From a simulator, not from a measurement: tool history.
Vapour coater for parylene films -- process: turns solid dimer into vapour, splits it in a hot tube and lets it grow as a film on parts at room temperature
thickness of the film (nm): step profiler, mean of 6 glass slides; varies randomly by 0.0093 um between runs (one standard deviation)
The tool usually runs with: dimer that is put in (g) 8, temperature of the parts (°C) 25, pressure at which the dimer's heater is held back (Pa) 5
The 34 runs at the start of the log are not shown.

run    hour  dimer that is put in (g)  temperature of the parts (°C)  pressure at which the dimer's heater is held back (Pa)  hours of work since the trap's valve was overhauled  hours of work since the table's thermometer was calibrated  thickness of the film (nm)
      848.6  -- trap's valve overhauled
 35     856                         5                             25                                                    2.09                                                    6                                                        1009                        1369
 36   886.6                         4                             25                                                       5                                                   32                                                        1035                        1004
 37   908.5                         3                             25                                                       5                                                   50                                                        1053                         760
 38   939.3                         3                             25                                                       5                                                   76                                                        1079                         761
 39   975.7                         3                             25                                                       5                                                  107                                                        1110                         764
 40  1009.1                         3                             25                                                       5                                                  135                                                        1138                         749
 41  1040.1                         3                             25                                                       5                                                  161                                                        1164                         757
 42    1070                         8                             23                                                    3.41                                                  186                                                        1189                        2244
 43  1091.5                         6                             25                                                    7.57                                                  204                                                        1207                        1461
 44  1119.5                         7                             25                                                    7.71                                                  228                                                        1231                        1698

Consider 5 possible next runs. They are alternatives, not a sequence: every one starts from the tool as it was left by run 44. What does each give?
  A  1153.2                         9                             21                                                    7.71                                                  256                                                        1259                           ?
  B  1153.2                         8                             21                                                    6.23                                                  256                                                        1259                           ?
  C  1153.2                         7                             33                                                    7.83                                                  256                                                        1259                           ?
  D  1153.2                        13                             25                                                    2.36                                                  256                                                        1259                           ?
  E  1153.2                        14                             25                                                    2.06                                                  256                                                        1259                           ?

run  thickness of the film (nm)
  A                        2505
  B                        2267
  C                        1317
  D                        3538
  E                        3842
Stripped of hidden state, with their random variation kept, the same runs would have yielded:
run  thickness of the film (nm)
  A                        2430
  B                        2199
  C                        1277
  D                        3432
  E                        3727

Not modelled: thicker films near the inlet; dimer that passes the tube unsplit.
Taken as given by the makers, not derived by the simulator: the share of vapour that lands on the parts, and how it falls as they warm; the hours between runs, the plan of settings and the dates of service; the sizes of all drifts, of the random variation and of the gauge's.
